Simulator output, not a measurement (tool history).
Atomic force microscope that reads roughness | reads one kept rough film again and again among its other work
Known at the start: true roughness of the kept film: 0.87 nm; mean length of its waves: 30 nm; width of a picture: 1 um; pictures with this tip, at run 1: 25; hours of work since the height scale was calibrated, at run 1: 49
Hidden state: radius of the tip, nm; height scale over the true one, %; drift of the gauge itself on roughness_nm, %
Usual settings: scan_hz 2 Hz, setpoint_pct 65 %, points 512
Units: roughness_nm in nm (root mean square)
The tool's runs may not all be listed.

| run | hour | scan_hz | setpoint_pct | points | pictures with this tip | hours of work since the height scale was calibrated | roughness_nm |
|---|---|---|---|---|---|---|---|
| 1 | 0 | 2 | 65 | 512 | 25 | 49 | 0.8 |
| 2 | 16.8 | 2 | 65 | 512 | 44 | 56 | 0.799 |
| 3 | 29.3 | 2 | 65 | 512 | 59 | 62 | 0.795 |
| 4 | 43.1 | 2 | 65 | 512 | 74 | 68 | 0.796 |
| 5 | 54.1 | 2 | 65 | 512 | 87 | 73 | 0.803 |
| 6 | 64.7 | 2 | 66 | 512 | 99 | 77 | 0.79 |
| 7 | 78.8 | 2 | 65 | 512 | 115 | 83 | 0.799 |
| 8 | 95.3 | 2 | 65 | 512 | 134 | 90 | 0.794 |
| 9 | 106.7 | 2 | 65 | 512 | 148 | 95 | 0.784 |
| 10 | 129.9 | 2 | 65 | 512 | 174 | 105 | 0.788 |
| 11 | 145.5 | 2 | 65 | 512 | 192 | 112 | 0.785 |
| 12 | 158.1 | 2 | 65 | 512 | 207 | 118 | 0.781 |
| 13 | 170.9 | 2 | 65 | 512 | 221 | 123 | 0.779 |
| 14 | 189 | 2 | 65 | 512 | 242 | 131 | 0.784 |
| 15 | 204.8 | 1.99 | 65 | 512 | 260 | 138 | 0.77 |
| 16 | 217.2 | 2 | 65 | 648 | 274 | 143 | 0.773 |
| 17 | 238.3 | 2 | 65 | 648 | 299 | 152 | 0.765 |
|  | 244.3 | new tip fitted |
| 18 | 251.5 | 2 | 65 | 512 | 8 | 158 | 0.804 |
| 19 | 267.1 | 3.88 | 65 | 512 | 26 | 164 | 0.763 |
| 20 | 278.5 | 2 | 65 | 512 | 39 | 169 | 0.797 |
| 21 | 294.3 | 1.94 | 65 | 512 | 57 | 176 | 0.8 |
| 22 | 317.4 | 1.94 | 65 | 512 | 84 | 186 | 0.805 |
| 23 | 333.3 | 1.94 | 65 | 512 | 102 | 193 | 0.796 |
| 24 | 346.5 | 1.94 | 65 | 512 | 117 | 199 | 0.788 |
| 25 | 362 | 1.94 | 65 | 512 | 135 | 206 | 0.781 |
| 26 | 384.3 | 1.94 | 65 | 512 | 161 | 215 | 0.792 |
| 27 | 403.4 | 1.54 | 90 | 512 | 183 | 223 | 0.723 |
| 28 | 422.7 | 1.54 | 90 | 512 | 205 | 232 | 0.718 |
| 29 | 438.3 | 1.68 | 65 | 512 | 223 | 239 | 0.774 |
| 30 | 458.7 | 1.68 | 65 | 648 | 246 | 247 | 0.787 |
| 31 | 478.1 | 3.39 | 65 | 648 | 268 | 256 | 0.751 |
| 32 | 493 | 1.49 | 57 | 593 | 285 | 262 | 0.786 |
| 33 | 506.5 | 2 | 65 | 512 | 301 | 268 | 0.76 |
|  | 510.9 | new tip fitted |
| 34 | 526.5 | 2 | 65 | 389 | 17 | 276 | 0.795 |
| 35 | 541.8 | 1.23 | 65 | 692 | 35 | 283 | 0.813 |
| 36 | 561.9 | 0.9 | 80 | 428 | 58 | 292 | 0.794 |
| 37 | 582.8 | 0.81 | 69 | 553 | 82 | 301 | 0.81 |
| 38 | 597.1 | 2.07 | 64 | 553 | 99 | 307 | 0.796 |
| 39 | 611.7 | 2.64 | 64 | 553 | 115 | 313 | 0.779 |
| 40 | 629.2 | 2.64 | 64 | 553 | 135 | 321 | 0.778 |
| 41 | 639.5 | 2.64 | 64 | 553 | 147 | 325 | 0.78 |
| 42 | 659.3 | 1.16 | 82 | 553 | 170 | 334 | 0.764 |
| 43 | 671.2 | 1.16 | 55 | 317 | 184 | 339 | 0.798 |
| 44 | 692 | 1.16 | 55 | 317 | 207 | 348 | 0.785 |
| 45 | 705.2 | 1.16 | 55 | 317 | 223 | 354 | 0.792 |
| 46 | 720.9 | 1.16 | 55 | 317 | 241 | 361 | 0.792 |
| 47 | 737 | 0.79 | 65 | 656 | 259 | 368 | 0.795 |
| 48 | 752.3 | 1.74 | 65 | 512 | 277 | 374 | 0.772 |
| 49 | 765 | 2.96 | 70 | 459 | 291 | 380 | 0.735 |
|  | 776.5 | new tip fitted |
| 50 | 785.2 | 3.94 | 56 | 918 | 10 | 388 | 0.797 |

Forecast each of these 4 alternatives for the next run:
| A | 800.4 | 3.94 | 84 | 918 | 27 | 395 | ? |
| B | 800.4 | 1.45 | 59 | 512 | 27 | 395 | ? |
| C | 800.4 | 1.65 | 66 | 329 | 27 | 395 | ? |
| D | 800.4 | 2.77 | 56 | 523 | 27 | 395 | ? |

| run | roughness_nm |
|---|---|
| A | 0.665 |
| B | 0.818 |
| C | 0.794 |
| D | 0.814 |
Without the tool's hidden state the same runs would have given:
| run | roughness_nm |
|---|---|
| A | 0.672 |
| B | 0.826 |
| C | 0.802 |
| D | 0.822 |
